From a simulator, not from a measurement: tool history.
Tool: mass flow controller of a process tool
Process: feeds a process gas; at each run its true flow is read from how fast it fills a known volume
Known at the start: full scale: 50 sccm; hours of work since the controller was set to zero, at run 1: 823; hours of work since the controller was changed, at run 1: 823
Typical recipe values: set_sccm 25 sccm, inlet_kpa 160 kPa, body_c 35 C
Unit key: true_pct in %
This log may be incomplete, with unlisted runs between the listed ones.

| run | hour | set_sccm | inlet_kpa | body_c | hours of work since the controller was set to zero | hours of work since the controller was changed | true_pct |
|---|---|---|---|---|---|---|---|
| 1 | 0.0 | 25 | 160 | 35 | 823 | 823 | 99.13 |
| 2 | 466.1 | 25 | 160 | 35 | 973 | 973 | 98.93 |
| 3 | 676.1 | 9 | 160 | 35 | 1040 | 1040 | 98.55 |
| 4 | 1110.4 | 25 | 160 | 21 | 1180 | 1180 | 99.29 |
| 5 | 1348.4 | 25 | 160 | 21 | 1257 | 1257 | 99.20 |
| 6 | 1705.3 | 25 | 160 | 35 | 1371 | 1371 | 98.49 |
| 7 | 2044.3 | 25 | 160 | 35 | 1481 | 1481 | 98.49 |
| 8 | 2480.0 | 25 | 175 | 35 | 1621 | 1621 | 98.25 |
| 9 | 2874.4 | 25 | 160 | 35 | 1748 | 1748 | 98.14 |
| 10 | 3080.7 | 25 | 160 | 39 | 1814 | 1814 | 97.96 |
| 11 | 3365.6 | 25 | 160 | 39 | 1906 | 1906 | 97.91 |
| 12 | 3695.6 | 25 | 160 | 39 | 2012 | 2012 | 97.73 |
| 13 | 4008.3 | 25 | 172 | 35 | 2113 | 2113 | 97.83 |
| 14 | 4272.5 | 7 | 167 | 30 | 2198 | 2198 | 97.44 |
| 15 | 4664.8 | 7 | 167 | 30 | 2324 | 2324 | 97.20 |
| 16 | 4965.0 | 6 | 189 | 37 | 2421 | 2421 | 96.66 |
| 17 | 5349.5 | 6 | 189 | 37 | 2544 | 2544 | 96.58 |
| 18 | 5712.5 | 7 | 152 | 37 | 2661 | 2661 | 96.80 |
|  | 6056.5 | gauge calibrated |
| 19 | 6056.5 | 43 | 245 | 35 | 2772 | 2772 | 99.00 |
| 20 | 6470.3 | 31 | 160 | 25 | 2905 | 2905 | 99.53 |
| 21 | 6714.2 | 8 | 275 | 29 | 2984 | 2984 | 97.85 |
| 22 | 6917.2 | 8 | 275 | 29 | 3049 | 3049 | 97.75 |
| 23 | 7303.0 | 7 | 178 | 32 | 3173 | 3173 | 98.39 |
| 24 | 7747.4 | 8 | 254 | 21 | 3316 | 3316 | 98.00 |
| 25 | 8144.6 | 9 | 159 | 21 | 3444 | 3444 | 98.62 |
| 26 | 8469.0 | 12 | 233 | 24 | 3548 | 3548 | 97.92 |

Alternative continuations, all from the tool just after run 26; predict every row:
| A | 8706.9 | 25 | 243 | 33 | 3625 | 3625 | ? |
| B | 8706.9 | 17 | 213 | 35 | 3625 | 3625 | ? |
| C | 8706.9 | 7 | 160 | 26 | 3625 | 3625 | ? |
| D | 8706.9 | 20 | 256 | 31 | 3625 | 3625 | ? |
| E | 8706.9 | 12 | 181 | 24 | 3625 | 3625 | ? |

| run | true_pct |
|---|---|
| A | 97.81 |
| B | 97.68 |
| C | 98.06 |
| D | 97.70 |
| E | 98.13 |
Without the tool's unlogged condition, the same runs would have read:
| run | true_pct |
|---|---|
| A | 98.71 |
| B | 98.59 |
| C | 98.99 |
| D | 98.61 |
| E | 99.05 |
